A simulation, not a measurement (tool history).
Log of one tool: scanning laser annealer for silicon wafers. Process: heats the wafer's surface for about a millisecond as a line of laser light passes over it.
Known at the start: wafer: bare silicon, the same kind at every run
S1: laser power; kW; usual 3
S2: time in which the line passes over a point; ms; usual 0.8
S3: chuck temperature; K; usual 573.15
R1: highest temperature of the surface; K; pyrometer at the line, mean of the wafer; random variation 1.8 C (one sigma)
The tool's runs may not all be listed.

Run 1, day 0: usual settings. Result: R1 1329.15 K.
Run 2, day 0.562: usual settings but S3 606.15 K. Result: R1 1367.15 K.
Run 3, day 1.012: usual settings but S1 2.886 kW. Result: R1 1301.15 K.
Run 4, day 1.354: usual settings but S1 2.886 kW, S2 0.655 ms. Result: R1 1239.15 K.
Run 5, day 1.688: usual settings but S1 2.886 kW, S2 0.655 ms. Result: R1 1238.15 K.
Run 6, day 1.921: usual settings. Result: R1 1332.15 K.
Run 7, day 2.429: usual settings. Result: R1 1332.15 K.
Run 8, day 2.679: usual settings. Result: R1 1330.15 K.
Run 9, day 2.992: usual settings. Result: R1 1329.15 K.
Run 10, day 3.483: usual settings. Result: R1 1334.15 K.
Run 11, day 3.854: usual settings. Result: R1 1331.15 K.
Run 12, day 4.25: usual settings. Result: R1 1334.15 K.
Run 13, day 4.55: usual settings. Result: R1 1332.15 K.
Run 14, day 5.121: usual settings. Result: R1 1333.15 K.
Run 15, day 5.671: usual settings. Result: R1 1330.15 K.
Run 16, day 5.975: usual settings but S2 0.633 ms. Result: R1 1257.15 K.
Run 17, day 6.267: usual settings but S2 0.633 ms. Result: R1 1258.15 K.
Run 18, day 6.725: usual settings but S2 0.633 ms. Result: R1 1257.15 K.
Run 19, day 7.312: usual settings but S1 2.658 kW, S2 0.666 ms, S3 570.15 K. Result: R1 1181.15 K.

Run 20 comes next. What will it give?
Run 20, day 7.883: usual settings but S1 2.555 kW, S2 0.672 ms. Result: R1 ?.

R1: 1154.15 K
Without the tool's hidden state the same run would have given R1 1162.15 K.
